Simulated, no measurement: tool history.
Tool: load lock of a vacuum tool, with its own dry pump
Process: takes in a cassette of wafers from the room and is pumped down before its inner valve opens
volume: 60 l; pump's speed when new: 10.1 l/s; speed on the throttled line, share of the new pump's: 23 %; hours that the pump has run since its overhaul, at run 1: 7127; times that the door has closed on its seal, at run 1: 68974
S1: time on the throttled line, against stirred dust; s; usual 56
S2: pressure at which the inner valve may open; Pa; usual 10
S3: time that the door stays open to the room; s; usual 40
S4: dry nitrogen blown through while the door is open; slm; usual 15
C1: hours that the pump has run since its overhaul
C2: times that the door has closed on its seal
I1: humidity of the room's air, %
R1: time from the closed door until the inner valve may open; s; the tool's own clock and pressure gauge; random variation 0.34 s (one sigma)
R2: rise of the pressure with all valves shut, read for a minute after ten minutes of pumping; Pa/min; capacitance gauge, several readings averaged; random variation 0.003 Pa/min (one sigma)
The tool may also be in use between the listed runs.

Run 1, hour 0: usual settings; C1 7127; C2 68974; I1 43.4. Result: R1 101.3 s, R2 0.164 Pa/min.
Run 2, hour 96.5: usual settings; C1 7224; C2 69445; I1 42. Result: R1 100.8 s, R2 0.165 Pa/min.
Run 3, hour 188.1: usual settings but S4 40 slm; C1 7315; C2 69892; I1 43.2. Result: R1 101.9 s, R2 0.155 Pa/min.
Run 4, hour 289.2: usual settings but S4 10 slm; C1 7416; C2 70386; I1 43.6. Result: R1 101.7 s, R2 0.17 Pa/min.
Run 5, hour 389.6: usual settings but S4 10 slm; C1 7517; C2 70876; I1 47.4. Result: R1 101.8 s, R2 0.18 Pa/min.
Run 6, hour 568.5: usual settings but S2 17 Pa; C1 7696; C2 71750; I1 47.1. Result: R1 97.9 s, R2 0.174 Pa/min.
Run 7, hour 708.8: usual settings but S3 70 s; C1 7836; C2 72435; I1 44.6. Result: R1 101.9 s, R2 0.194 Pa/min.
Run 8, hour 794.3: usual settings but S3 70 s; C1 7921; C2 72853; I1 46.9. Result: R1 101.8 s, R2 0.197 Pa/min.
Run 9, hour 937.7: usual settings but S3 70 s; C1 8065; C2 73553; I1 46. Result: R1 101.4 s, R2 0.195 Pa/min.
Run 10, hour 1130.5: usual settings but S3 70 s; C1 8258; C2 74494; I1 45.9. Result: R1 101.3 s, R2 0.206 Pa/min.
Run 11, hour 1271.9: usual settings but S3 70 s; C1 8399; C2 75185; I1 44.9. Result: R1 102 s, R2 0.199 Pa/min.
Run 12, hour 1466: usual settings but S3 70 s; C1 8593; C2 76133; I1 47.1. Result: R1 102.1 s, R2 0.212 Pa/min.
Run 13, hour 1565.9: usual settings but S1 32 s, S4 29 slm; C1 8693; C2 76621; I1 44.4. Result: R1 84.3 s, R2 0.177 Pa/min.
Run 14, hour 1652.7: usual settings but S1 38 s; C1 8780; C2 77044; I1 43.7. Result: R1 88.9 s, R2 0.186 Pa/min.
At hour 1713.6: door's seal changed, seat wiped.
Run 15, hour 1847.6: usual settings but S2 9 Pa, S3 185 s, S4 5 slm; C1 8973; C2 655; I1 44.7. Result: R1 103 s, R2 0.144 Pa/min.
Run 16, hour 1994.6: usual settings but S1 102 s, S2 9 Pa, S3 98 s, S4 4 slm; C1 9120; C2 1373; I1 41. Result: R1 137.9 s, R2 0.087 Pa/min.
Run 17, hour 2125.4: usual settings but S1 45 s, S2 12 Pa, S3 105 s, S4 32 slm; C1 9251; C2 2011; I1 43.3. Result: R1 92.7 s, R2 0.051 Pa/min.
Run 18, hour 2313.9: usual settings but S1 45 s, S2 15 Pa, S3 119 s, S4 6 slm; C1 9440; C2 2932; I1 46.2. Result: R1 91.8 s, R2 0.109 Pa/min.
Run 19, hour 2500.2: usual settings but S1 109 s; C1 9626; C2 3842; I1 45.1. Result: R1 141.7 s, R2 0.035 Pa/min.
Run 20, hour 2597.6: usual settings but S1 109 s, S3 170 s, S4 17 slm; C1 9723; C2 4317; I1 47.8. Result: R1 142.8 s, R2 0.111 Pa/min.
Run 21, hour 2758: usual settings but S2 17 Pa, S4 12 slm; C1 9884; C2 5101; I1 41.7. Result: R1 98.7 s, R2 0.035 Pa/min.

Some steps in R1 between neighbouring runs. How much of each would the tool show without its hidden state too (settings, what came in, random variation), and how much is left for the hidden state, with any gauge scatter that isn't in both results?
The hidden state here: pump's speed, % of a new pump's; leak at the door's seal, Pa l/s; drift of the gauge itself on ready_s, %; drift of the gauge itself on rise_pa_min, %.
Run 16 -> 17: S1 102 -> 45, S2 9 -> 12, S3 98 -> 105, S4 4 -> 32. R1 -45.2 s: hidden state +0.9, all else -46.1.
Run 18 -> 19: S1 45 -> 109, S2 15 -> 10, S3 119 -> 40, S4 6 -> 15. R1 +49.9 s: hidden state -1.1, all else +51.
